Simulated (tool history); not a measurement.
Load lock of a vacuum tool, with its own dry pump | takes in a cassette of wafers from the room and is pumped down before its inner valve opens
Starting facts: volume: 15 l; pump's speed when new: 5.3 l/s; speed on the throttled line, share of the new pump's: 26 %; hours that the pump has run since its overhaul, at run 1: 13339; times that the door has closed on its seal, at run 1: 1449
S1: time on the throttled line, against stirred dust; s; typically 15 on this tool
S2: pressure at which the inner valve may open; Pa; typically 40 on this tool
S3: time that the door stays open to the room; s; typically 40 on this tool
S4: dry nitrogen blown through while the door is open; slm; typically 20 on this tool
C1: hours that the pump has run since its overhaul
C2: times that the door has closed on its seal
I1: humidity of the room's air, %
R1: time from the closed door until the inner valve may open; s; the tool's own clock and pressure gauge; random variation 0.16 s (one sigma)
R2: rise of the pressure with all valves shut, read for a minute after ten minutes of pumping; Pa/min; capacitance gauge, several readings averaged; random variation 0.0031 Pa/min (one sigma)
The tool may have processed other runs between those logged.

run    hour  S1  S2  S3  S4     C1    C2    I1    R1     R2
  1     0.0  15  40  40  20  13339  1449  46.9  35.3  0.061
  2   203.1  15  29  40  20  13542  1656  44.8  36.1  0.064
  3   460.1  15  29  40  20  13799  1918  43.4  35.7  0.060
  4   642.8  15  29  40  20  13982  2105  44.8  36.0  0.066
  5   778.1  26  40  40  20  14117  2243  44.6  43.0  0.067
  6   981.5   8  40  40  20  14320  2450  44.5  30.0  0.069
  7  1252.4   8  40  40  20  14591  2726  42.7  30.1  0.063
  8  1437.3   8  40  40  20  14776  2915  46.4  30.0  0.080
  9  1727.4  15  40  40  25  15066  3211  46.9  35.0  0.067
 10  2044.1  15  44  40  20  15383  3534  47.2  34.7  0.070
 11  2249.5  15  51  40  31  15588  3744  46.7  34.5  0.064

For run 12, what comes out?
 12  2515.4  15  40  40  22  15854  4015  47.9   ?   ?

R1: 35.0 s
R2: 0.072 Pa/min
Were there no unlogged condition in the tool, this run, its random variation unchanged, would have produced R1 33.0 s, R2 0.062 Pa/min.
